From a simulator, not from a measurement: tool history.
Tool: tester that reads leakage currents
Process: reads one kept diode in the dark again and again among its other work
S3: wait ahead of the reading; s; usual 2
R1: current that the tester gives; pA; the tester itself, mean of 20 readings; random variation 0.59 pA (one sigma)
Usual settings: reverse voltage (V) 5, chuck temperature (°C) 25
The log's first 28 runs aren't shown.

Run 29, day 60.083: usual settings but chuck temperature (°C) 43, S3 0.56 s. Result: R1 764.22 pA.
Run 30, day 62.112: usual settings but reverse voltage (V) 17.07, chuck temperature (°C) 24, S3 1.07 s. Result: R1 285.08 pA.
Run 31, day 64.4: usual settings but reverse voltage (V) 17.07, chuck temperature (°C) 24, S3 1.07 s. Result: R1 286.24 pA.
Run 32, day 66.579: usual settings but reverse voltage (V) 17.07, chuck temperature (°C) 24, S3 1.07 s. Result: R1 285.59 pA.
Run 33, day 69.733: usual settings but reverse voltage (V) 1.07, S3 0.74 s. Result: R1 118.62 pA.
Run 34, day 72.404: usual settings but reverse voltage (V) 16.51, chuck temperature (°C) 28. Result: R1 382.59 pA.
Run 35, day 73.804: usual settings but reverse voltage (V) 1.01, chuck temperature (°C) 60. Result: R1 1381.36 pA.
Run 36, day 76.808: usual settings but reverse voltage (V) 14.36, chuck temperature (°C) 32. Result: R1 493.07 pA.
Run 37, day 79.621: usual settings but reverse voltage (V) 10.74, chuck temperature (°C) 32, S3 2.16 s. Result: R1 446.21 pA.
Run 38, day 81: usual settings but reverse voltage (V) 10.74, chuck temperature (°C) 23, S3 9.28 s. Result: R1 223.09 pA.

Forecast each of these 3 alternatives for the next run:
Run A, day 82.733: usual settings but reverse voltage (V) 7.31, chuck temperature (°C) 41, S3 1.24 s. Result: R1 ?.
Run B, day 82.733: usual settings but reverse voltage (V) 1.35, S3 1.42 s. Result: R1 ?.
Run C, day 82.733: usual settings but reverse voltage (V) 1.19, chuck temperature (°C) 32, S3 6.43 s. Result: R1 ?.

run      R1
  A  754.06
  B  129.13
  C  211.53
Without the tool's hidden state the same runs would have given:
run      R1
  A  745.47
  B  127.21
  C  208.96
